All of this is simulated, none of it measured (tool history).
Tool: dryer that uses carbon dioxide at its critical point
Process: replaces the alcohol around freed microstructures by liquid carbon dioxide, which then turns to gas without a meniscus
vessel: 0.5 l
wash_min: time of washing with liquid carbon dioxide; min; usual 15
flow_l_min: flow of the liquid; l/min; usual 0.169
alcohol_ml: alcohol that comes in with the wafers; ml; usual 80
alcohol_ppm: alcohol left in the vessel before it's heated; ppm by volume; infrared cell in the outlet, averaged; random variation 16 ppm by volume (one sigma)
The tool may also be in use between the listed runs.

| run | hour | wash_min | flow_l_min | alcohol_ml | alcohol_ppm |
|---|---|---|---|---|---|
| 1 | 0 | 15 | 0.169 | 80 | 2241 |
| 2 | 8.6 | 15 | 0.169 | 80 | 2242 |
| 3 | 15.6 | 15 | 0.181 | 80 | 1661 |
| 4 | 26.2 | 15 | 0.181 | 80 | 1660 |
| 5 | 37 | 15 | 0.181 | 80 | 1705 |
| 6 | 43.4 | 15 | 0.181 | 80 | 1764 |
| 7 | 51.9 | 19 | 0.169 | 80 | 806 |
| 8 | 59.8 | 19 | 0.169 | 40 | 408 |
| 9 | 69.5 | 15 | 0.169 | 80 | 2374 |
| 10 | 77.5 | 15 | 0.169 | 80 | 2415 |
| 11 | 83.8 | 15 | 0.169 | 85 | 2587 |
| 12 | 92.6 | 15 | 0.169 | 24 | 749 |
| 13 | 97.4 | 15 | 0.169 | 24 | 756 |
| 14 | 102.9 | 15 | 0.169 | 80 | 2506 |
| 15 | 112.3 | 15 | 0.169 | 80 | 2458 |
| 16 | 122 | 15 | 0.169 | 80 | 2567 |
|  | 125.4 | inlet filter changed |
| 17 | 132.4 | 16 | 0.169 | 80 | 788 |
| 18 | 138.9 | 10 | 0.136 | 68 | 9317 |
| 19 | 147.1 | 24 | 0.162 | 112 | 131 |
| 20 | 152.1 | 17 | 0.256 | 108 | 74 |
| 21 | 162.9 | 19 | 0.256 | 108 | 53 |
| 22 | 169.4 | 10 | 0.111 | 42 | 9182 |
| 23 | 174.4 | 21 | 0.18 | 20 | 68 |
| 24 | 182.3 | 16 | 0.237 | 57 | 101 |
| 25 | 191.4 | 15 | 0.169 | 27 | 411 |
| 26 | 201.3 | 11 | 0.217 | 92 | 1742 |
| 27 | 212.5 | 19 | 0.169 | 99 | 417 |
| 28 | 217.9 | 19 | 0.169 | 99 | 423 |
| 29 | 223.7 | 20 | 0.185 | 28 | 85 |
| 30 | 231.8 | 20 | 0.185 | 28 | 87 |
| 31 | 240.1 | 10 | 0.124 | 30 | 5475 |
| 32 | 247.1 | 10 | 0.124 | 30 | 5502 |

5 ways to go on from here, each from the tool as it stands after run 32. What would each give?
| A | 254.3 | 20 | 0.169 | 80 | ? |
| B | 254.3 | 10 | 0.114 | 30 | ? |
| C | 254.3 | 10 | 0.119 | 98 | ? |
| D | 254.3 | 14 | 0.128 | 37 | ? |
| E | 254.3 | 15 | 0.146 | 80 | ? |

| run | alcohol_ppm |
|---|---|
| A | 269 |
| B | 6758 |
| C | 19619 |
| D | 2391 |
| E | 2365 |
Without the tool's hidden state the same runs would have given:
| run | alcohol_ppm |
|---|---|
| A | 192 |
| B | 6332 |
| C | 18411 |
| D | 2141 |
| E | 2074 |

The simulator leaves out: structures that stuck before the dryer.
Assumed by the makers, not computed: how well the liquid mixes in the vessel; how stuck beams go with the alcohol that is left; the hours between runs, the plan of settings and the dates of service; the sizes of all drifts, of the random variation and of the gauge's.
